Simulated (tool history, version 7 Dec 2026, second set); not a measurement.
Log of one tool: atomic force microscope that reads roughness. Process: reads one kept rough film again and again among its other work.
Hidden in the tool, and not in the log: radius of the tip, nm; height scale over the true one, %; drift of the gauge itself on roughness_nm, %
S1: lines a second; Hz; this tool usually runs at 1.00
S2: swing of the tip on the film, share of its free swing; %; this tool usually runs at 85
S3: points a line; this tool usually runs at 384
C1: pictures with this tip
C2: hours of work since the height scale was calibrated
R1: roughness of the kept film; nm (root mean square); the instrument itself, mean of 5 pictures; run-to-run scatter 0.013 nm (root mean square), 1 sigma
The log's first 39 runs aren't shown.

run    hour    S1  S2   S3   C1   C2     R1
 40   740.3  1.31  85  384   24   23  2.843
 41   758.1  1.31  85  384   35   30  2.823
 42   774.2  3.16  56  429   46   37  3.008
 43   799.8  0.90  63  429   63   48  3.095
 44   815.7  0.90  63  429   74   55  3.057
 45   833.8  1.00  71  321   86   63  2.926
 46   859.9  1.00  71  321  103   74  2.908
 47   875.0  1.20  61  941  113   80  2.975
 48   899.7  1.20  60  314  129   91  2.964
 49   919.1  0.97  63  808  142   99  2.906
 50   941.7  0.97  63  808  157  109  2.922
 51   963.2  1.00  75  598  171  118  2.777
 52   983.7  0.70  76  282  185  127  2.780
 53  1004.9  3.00  57  306  199  136  2.713

Each row is a separate what-if for the run after 53, all from the same tool condition, not one after another. Results?
  A  1026.1  1.00  85  728  213  145   ?
  B  1026.1  0.80  71  398  213  145   ?
  C  1026.1  2.99  63  574  213  145   ?

run     R1
  A  2.602
  B  2.773
  C  2.626
Take away the tool's hidden state, keep each run's random variation, and the runs would have read:
run     R1
  A  3.006
  B  3.202
  C  3.033
